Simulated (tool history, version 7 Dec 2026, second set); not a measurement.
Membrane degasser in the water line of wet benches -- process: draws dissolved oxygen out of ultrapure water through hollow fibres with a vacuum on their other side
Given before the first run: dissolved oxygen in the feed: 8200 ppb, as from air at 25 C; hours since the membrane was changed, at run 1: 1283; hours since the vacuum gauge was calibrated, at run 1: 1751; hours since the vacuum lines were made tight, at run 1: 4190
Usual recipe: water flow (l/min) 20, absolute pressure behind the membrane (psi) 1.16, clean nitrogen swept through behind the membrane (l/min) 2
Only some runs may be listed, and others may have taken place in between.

| run | hour | water flow (l/min) | absolute pressure behind the membrane (psi) | clean nitrogen swept through behind the membrane (l/min) | hours since the membrane was changed | hours since the vacuum gauge was calibrated | hours since the vacuum lines were made tight | dissolved oxygen in the water behind the degasser (ppb) | pressure that the water loses in the fibres (psi) |
|---|---|---|---|---|---|---|---|---|---|
| 1 | 0 | 20 | 1.16 | 2 | 1283 | 1751 | 4190 | 158.4 | 7.208 |
| 2 | 36.3 | 20 | 1.16 | 2 | 1320 | 1787 | 4227 | 160.7 | 7.197 |
| 3 | 68.4 | 20 | 1.16 | 2 | 1352 | 1819 | 4259 | 158.4 | 7.242 |
| 4 | 132.6 | 21 | 1.16 | 2 | 1416 | 1883 | 4323 | 177.1 | 7.696 |
| 5 | 170.2 | 14 | 1.16 | 2 | 1453 | 1921 | 4361 | 87.9 | 5.065 |
| 6 | 230.8 | 21 | 1.16 | 2 | 1514 | 1981 | 4421 | 172 | 7.545 |
| 7 | 266.6 | 20 | 1.16 | 2 | 1550 | 2017 | 4457 | 158 | 7.184 |
| 8 | 306.2 | 20 | 1.16 | 2 | 1589 | 2057 | 4497 | 160.4 | 7.234 |
| 9 | 363.8 | 20 | 1.16 | 2 | 1647 | 2114 | 4554 | 155.7 | 7.203 |
| 10 | 409.4 | 20 | 1.16 | 2 | 1693 | 2160 | 4600 | 159.9 | 7.185 |
| 11 | 472.8 | 20 | 1.16 | 2 | 1756 | 2223 | 4663 | 157.2 | 7.163 |
| 12 | 540.6 | 20 | 1.16 | 2 | 1824 | 2291 | 4731 | 158.8 | 7.226 |
| 13 | 593.4 | 20 | 1.16 | 2 | 1877 | 2344 | 4784 | 155.1 | 7.245 |
| 14 | 648.6 | 20 | 1.16 | 2 | 1932 | 2399 | 4839 | 159.5 | 7.216 |
| 15 | 720.4 | 20 | 1.16 | 2 | 2004 | 2471 | 4911 | 157.3 | 7.198 |
| 16 | 773 | 14 | 2.527 | 2 | 2056 | 2523 | 4963 | 240.1 | 5.015 |
| 17 | 804.1 | 13 | 2.527 | 1.08 | 2087 | 2555 | 4995 | 382.5 | 4.654 |
| 18 | 865.3 | 32 | 1.507 | 1.08 | 2149 | 2616 | 5056 | 681 | 11.471 |
| 19 | 917.7 | 32 | 1.907 | 1.08 | 2201 | 2668 | 5108 | 836.6 | 11.419 |
| 20 | 977.7 | 32 | 1.907 | 1.08 | 2261 | 2728 | 5168 | 828.4 | 11.457 |
| 21 | 1019 | 32 | 1.907 | 1.08 | 2302 | 2769 | 5209 | 844.2 | 11.496 |
| 22 | 1077.4 | 30 | 1.114 | 4.94 | 2361 | 2828 | 5268 | 294.2 | 10.744 |
| 23 | 1126.7 | 30 | 1.114 | 4.94 | 2410 | 2877 | 5317 | 293.8 | 10.679 |
| 24 | 1196.5 | 20 | 1.038 | 5.08 | 2480 | 2947 | 5387 | 85.8 | 7.168 |
| 25 | 1251.6 | 20 | 1.038 | 5.08 | 2535 | 3002 | 5442 | 86.5 | 7.104 |
| 26 | 1313.4 | 13 | 0.785 | 0.85 | 2597 | 3064 | 5504 | 81.9 | 4.662 |
| 27 | 1345 | 12 | 0.785 | 4.08 | 2628 | 3096 | 5535 | 18.3 | 4.282 |
| 28 | 1389.8 | 13 | 1.153 | 2 | 2673 | 3140 | 5580 | 78.3 | 4.602 |

Measured less the same run without the tool's hidden state. The same run-to-run variation is in both; the gauge's scatter may not be:
What the log doesn't record here: membrane still open, %; true pressure behind the membrane over the reading, kPa; air that leaks in behind the membrane, l/min; drift of the gauge itself on oxygen_ppb, %; drift of the gauge itself on loss_of_pressure_kpa, %.
| run | pressure that the water loses in the fibres (psi) |
|---|---|
| 1 | +0.001 |
| 2 | -0.001 |
| 3 | -0.004 |
| 4 | -0.01 |
| 5 | -0.009 |
| 6 | -0.019 |
| 7 | -0.022 |
| 8 | -0.025 |
| 9 | -0.029 |
| 10 | -0.033 |
| 11 | -0.038 |
| 12 | -0.045 |
| 13 | -0.049 |
| 14 | -0.054 |
| 15 | -0.058 |
| 16 | -0.044 |
| 17 | -0.042 |
| 18 | -0.112 |
| 19 | -0.12 |
| 20 | -0.128 |
| 21 | -0.133 |
| 22 | -0.132 |
| 23 | -0.138 |
| 24 | -0.099 |
| 25 | -0.102 |
| 26 | -0.07 |
| 27 | -0.065 |
| 28 | -0.074 |
dissolved oxygen in the water behind the degasser (ppb) without the hidden state stays within 0.4 of what was measured, in all runs.
